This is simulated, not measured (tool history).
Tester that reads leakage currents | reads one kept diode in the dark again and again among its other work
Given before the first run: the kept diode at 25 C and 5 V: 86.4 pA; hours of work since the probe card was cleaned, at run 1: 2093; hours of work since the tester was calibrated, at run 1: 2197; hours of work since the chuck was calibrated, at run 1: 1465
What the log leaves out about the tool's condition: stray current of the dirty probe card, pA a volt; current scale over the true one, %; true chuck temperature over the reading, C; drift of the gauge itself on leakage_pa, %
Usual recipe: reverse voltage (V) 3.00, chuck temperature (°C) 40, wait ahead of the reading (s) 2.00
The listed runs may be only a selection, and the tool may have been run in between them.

run    hour  reverse voltage (V)  chuck temperature (°C)  wait ahead of the reading (s)  hours of work since the probe card was cleaned  hours of work since the tester was calibrated  hours of work since the chuck was calibrated  current that the tester gives (pA)
  1     0.0                 3.00                      40                           2.00                                            2093                                           2197                                          1465                              243.76
  2    80.1                 3.00                      35                           2.00                                            2127                                           2231                                          1499                              162.72
  3   230.1                 3.00                      35                           2.00                                            2191                                           2295                                          1563                              163.32
  4   364.7                 3.00                      35                           2.00                                            2249                                           2353                                          1621                              163.46
  5   441.3                 3.00                      35                           2.00                                            2282                                           2386                                          1654                              163.65
  6   577.7                 3.00                      40                           2.00                                            2340                                           2444                                          1712                              246.33
  7   665.6                 3.00                      40                           0.79                                            2378                                           2482                                          1750                              244.48
  8   778.5                 3.00                      40                           0.79                                            2426                                           2530                                          1798                              245.32
  9   881.8                 1.13                      40                           2.00                                            2470                                           2574                                          1842                              161.48
 10   969.5                 1.13                      40                           2.00                                            2507                                           2611                                          1880                              161.11
 11  1077.5                 3.00                      54                           2.00                                            2554                                           2658                                          1926                              715.62
 12  1196.5                 3.00                      54                           2.00                                            2604                                           2708                                          1977                              717.74
 13  1287.0                15.31                      28                           2.00                                            2643                                           2747                                          2015                              182.18
 14  1358.1                 5.23                      40                           1.35                                            2674                                           2778                                          2046                              312.33
 15  1436.4                 7.46                      34                           1.35                                            2707                                           2811                                          2079                              223.47
     1489.1  -- chuck's temperature calibrated
 16  1531.6                 2.68                      32                           2.00                                            2747                                           2851                                            18                              121.77
 17  1608.9                 3.00                      27                           0.57                                            2780                                           2884                                            51                               83.21
     1699.7  -- probe card cleaned and baked
 18  1733.0                 3.00                      48                           2.00                                              14                                           2936                                           103                              459.21
 19  1799.9                17.08                      33                           0.33                                              43                                           2964                                           132                              293.97
 20  1891.9                 1.09                      40                           0.90                                              82                                           3004                                           171                              159.35
 21  2043.6                 3.00                      40                           3.52                                             147                                           3068                                           236                              244.42
 22  2132.9                 3.00                      40                           3.52                                             185                                           3107                                           274                              245.08
 23  2200.7                 2.57                      21                           9.31                                             214                                           3136                                           303                               45.15

Branching from run 23: 4 alternative next runs. What would each branch give?
  A  2335.7                 3.00                      33                           2.00                                             272                                           3193                                           361                                   ?
  B  2335.7                 4.92                      54                           0.89                                             272                                           3193                                           361                                   ?
  C  2335.7                 1.09                      43                           2.00                                             272                                           3193                                           361                                   ?
  D  2335.7                 3.00                      36                           0.89                                             272                                           3193                                           361                                   ?

run  current that the tester gives (pA)
  A                              138.42
  B                              894.47
  C                              201.84
  D                              178.76
Without the tool's hidden state the same runs would have given:
run  current that the tester gives (pA)
  A                              138.43
  B                              894.49
  C                              201.85
  D                              178.77
